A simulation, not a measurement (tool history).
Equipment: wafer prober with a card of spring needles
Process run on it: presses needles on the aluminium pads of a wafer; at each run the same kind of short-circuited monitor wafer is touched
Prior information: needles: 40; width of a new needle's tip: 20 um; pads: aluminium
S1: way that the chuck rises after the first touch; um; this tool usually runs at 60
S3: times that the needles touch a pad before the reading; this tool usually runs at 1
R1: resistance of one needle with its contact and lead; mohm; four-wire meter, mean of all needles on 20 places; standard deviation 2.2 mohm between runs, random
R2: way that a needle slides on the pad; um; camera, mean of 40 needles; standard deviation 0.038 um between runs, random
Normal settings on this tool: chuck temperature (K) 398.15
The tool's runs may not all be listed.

run 1 hour=0 | S1=60 chuck_temperature_(K)=398.15 S3=1 | R1=241 R2=8.88
-- hour=8.3 tips cleaned on abrasive film
run 2 hour=13.1 | S1=60 chuck_temperature_(K)=398.15 S3=1 | R1=240 R2=8.86
-- hour=18.6 tips cleaned on abrasive film
run 3 hour=24.8 | S1=60 chuck_temperature_(K)=398.15 S3=1 | R1=240 R2=8.87
-- hour=29.2 tips cleaned on abrasive film
-- hour=39.1 tips cleaned on abrasive film
run 4 hour=41.5 | S1=60 chuck_temperature_(K)=398.15 S3=1 | R1=238 R2=8.88
-- hour=48.7 tips cleaned on abrasive film
-- hour=58.6 tips cleaned on abrasive film
run 5 hour=61.2 | S1=49 chuck_temperature_(K)=398.15 S3=1 | R1=245 R2=7.22
-- hour=68.6 tips cleaned on abrasive film
-- hour=78.1 tips cleaned on abrasive film
run 6 hour=79.4 | S1=60 chuck_temperature_(K)=398.15 S3=1 | R1=236 R2=8.9
-- hour=87.6 tips cleaned on abrasive film
run 7 hour=96.1 | S1=60 chuck_temperature_(K)=398.15 S3=3 | R1=243 R2=8.92
-- hour=97.1 tips cleaned on abrasive film
-- hour=106.7 tips cleaned on abrasive film
run 8 hour=109.8 | S1=60 chuck_temperature_(K)=398.15 S3=3 | R1=245 R2=8.9
-- hour=117.5 tips cleaned on abrasive film
run 9 hour=121.6 | S1=60 chuck_temperature_(K)=398.15 S3=3 | R1=240 R2=8.84
-- hour=125.9 height of the first contact set anew
-- hour=128.6 tips cleaned on abrasive film
-- hour=138 tips cleaned on abrasive film
run 10 hour=140.9 | S1=78 chuck_temperature_(K)=398.15 S3=1 | R1=234 R2=11.55
-- hour=147.5 tips cleaned on abrasive film
run 11 hour=149.1 | S1=78 chuck_temperature_(K)=398.15 S3=1 | R1=238 R2=11.59
-- hour=157.5 tips cleaned on abrasive film
run 12 hour=161.1 | S1=60 chuck_temperature_(K)=331.15 S3=2 | R1=223 R2=8.88

The next listed run, before its measurement:
-- hour=167.3 tips cleaned on abrasive film
run 13 hour=175.5 | S1=71 chuck_temperature_(K)=398.15 S3=1 | R1=? R2=?

Run 13 came out at R1 238 mohm, R2 10.48 um.
With the hidden condition absent and the run-to-run variation left alone, this run would have shown R1 237 mohm, R2 10.41 um.
